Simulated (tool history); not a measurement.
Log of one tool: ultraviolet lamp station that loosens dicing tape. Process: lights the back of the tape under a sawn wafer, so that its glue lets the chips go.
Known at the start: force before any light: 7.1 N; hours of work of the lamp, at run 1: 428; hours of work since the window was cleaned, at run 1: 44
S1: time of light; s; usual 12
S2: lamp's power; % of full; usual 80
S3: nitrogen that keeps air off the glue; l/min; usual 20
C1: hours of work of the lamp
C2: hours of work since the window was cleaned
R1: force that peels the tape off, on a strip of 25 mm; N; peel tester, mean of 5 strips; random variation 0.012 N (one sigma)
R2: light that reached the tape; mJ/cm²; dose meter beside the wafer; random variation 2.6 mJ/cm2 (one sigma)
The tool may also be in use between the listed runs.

| run | hour | S1 | S2 | S3 | C1 | C2 | R1 | R2 |
|---|---|---|---|---|---|---|---|---|
| 1 | 0.0 | 12 | 80 | 20 | 428 | 44 | 0.710 | 302 |
| 2 | 35.7 | 12 | 80 | 20 | 450 | 66 | 0.739 | 296 |
| 3 | 58.2 | 12 | 80 | 6 | 463 | 79 | 1.646 | 292 |
| 4 | 83.0 | 12 | 80 | 6 | 478 | 94 | 1.665 | 291 |
| 5 | 114.8 | 12 | 80 | 6 | 498 | 114 | 1.707 | 285 |
| 6 | 143.0 | 12 | 80 | 6 | 515 | 131 | 1.793 | 285 |
| 7 | 163.2 | 12 | 80 | 6 | 527 | 143 | 1.824 | 278 |
| 8 | 189.7 | 13 | 80 | 20 | 543 | 159 | 0.707 | 301 |
| 9 | 216.7 | 12 | 80 | 10 | 559 | 175 | 1.378 | 273 |
| 10 | 239.5 | 12 | 80 | 10 | 573 | 189 | 1.381 | 271 |
| 11 | 275.7 | 12 | 80 | 24 | 595 | 211 | 0.788 | 265 |
| 12 | 297.4 | 7 | 92 | 21 | 608 | 224 | 1.697 | 176 |
| 13 | 327.7 | 9 | 76 | 21 | 626 | 242 | 1.572 | 189 |

4 ways to go on from here, each from the tool as it stands after run 13. What would each give?
| A | 358.8 | 7 | 60 | 9 | 645 | 261 | ? | ? |
| B | 358.8 | 9 | 67 | 14 | 645 | 261 | ? | ? |
| C | 358.8 | 23 | 95 | 21 | 645 | 261 | ? | ? |
| D | 358.8 | 9 | 99 | 21 | 645 | 261 | ? | ? |

| run | R1 | R2 |
|---|---|---|
| A | 3.553 | 108 |
| B | 2.271 | 158 |
| C | 0.252 | 571 |
| D | 1.074 | 231 |
Without the tool's hidden state the same runs would have given:
| run | R1 | R2 |
|---|---|---|
| A | 2.784 | 150 |
| B | 1.526 | 218 |
| C | 0.217 | 785 |
| D | 0.608 | 318 |
